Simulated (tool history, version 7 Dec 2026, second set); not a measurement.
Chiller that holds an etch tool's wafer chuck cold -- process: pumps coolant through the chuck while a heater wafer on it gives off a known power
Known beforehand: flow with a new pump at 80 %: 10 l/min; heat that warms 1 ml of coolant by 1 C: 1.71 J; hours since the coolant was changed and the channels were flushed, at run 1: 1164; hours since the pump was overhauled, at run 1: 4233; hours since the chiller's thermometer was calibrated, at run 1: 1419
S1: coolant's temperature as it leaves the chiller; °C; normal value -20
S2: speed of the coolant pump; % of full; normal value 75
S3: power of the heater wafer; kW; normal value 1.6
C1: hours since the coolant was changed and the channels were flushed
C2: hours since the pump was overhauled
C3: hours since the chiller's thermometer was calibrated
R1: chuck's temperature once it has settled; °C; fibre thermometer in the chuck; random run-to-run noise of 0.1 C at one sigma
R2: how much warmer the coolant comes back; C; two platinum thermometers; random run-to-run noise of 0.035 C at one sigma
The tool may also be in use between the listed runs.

run    hour   S1  S2     S3    C1    C2    C3     R1    R2
  1       0  -20  75    1.6  1164  4233  1419   -6.6  6.26
  2    63.8  -20  86    1.6  1228  4297  1482   -8.2  5.36
  3   174.2  -20  75    1.6  1338  4407  1593   -6.6  6.26
  4     240  -20  75  1.706  1404  4473  1659   -5.7  6.65
  5     345  -20  75  1.706  1509  4578  1764   -5.6  6.66
  6   430.6  -20  64  1.706  1595  4664  1849   -3.6     8
  7   519.2  -20  64  1.706  1683  4753  1938   -3.4  7.94
  8   607.9  -20  64  1.706  1772  4841  2026   -3.6     8
  9   697.6  -20  89  1.706  1862  4931  2116   -7.5  5.54
 10   808.3  -20  75    1.6  1973  5042  2227   -6.3  6.31
 11   912.8  -20  75    1.6  2077  5146  2331   -6.4  6.33
 12   963.9  -20  75   1.19  2128  5197  2382    -10  4.67
 13  1057.7  -20  75   1.19  2222  5291  2476   -9.9  4.67
 14  1117.2  -20  75   1.19  2281  5351  2536  -10.1  4.62
 15  1219.8  -20  75   1.19  2384  5453  2638   -9.8  4.72
     1273.2  -- chiller's thermometer calibrated
 16  1330.3  -20  75    1.6  2494  5563    57     -6  6.35
 17  1423.4  -20  75    1.6  2587  5656   150   -5.8  6.31
 18  1483.2  -20  75    1.6  2646  5716   210   -5.8   6.3
 19  1542.1  -28  75  0.864  2705  5774   269  -20.3  3.37
 20  1607.5  -28  97   1.32  2771  5840   334  -18.6  3.92

Forecast run 21:
 21  1717.9  -12  75  0.849  2881  5950  445   ?   ?

{"run 21": {"R1": -4.6, "R2": 3.43}}
Minus the tool's unlogged condition, the same run would have read R1 -5.2 °C, R2 3.27 C.

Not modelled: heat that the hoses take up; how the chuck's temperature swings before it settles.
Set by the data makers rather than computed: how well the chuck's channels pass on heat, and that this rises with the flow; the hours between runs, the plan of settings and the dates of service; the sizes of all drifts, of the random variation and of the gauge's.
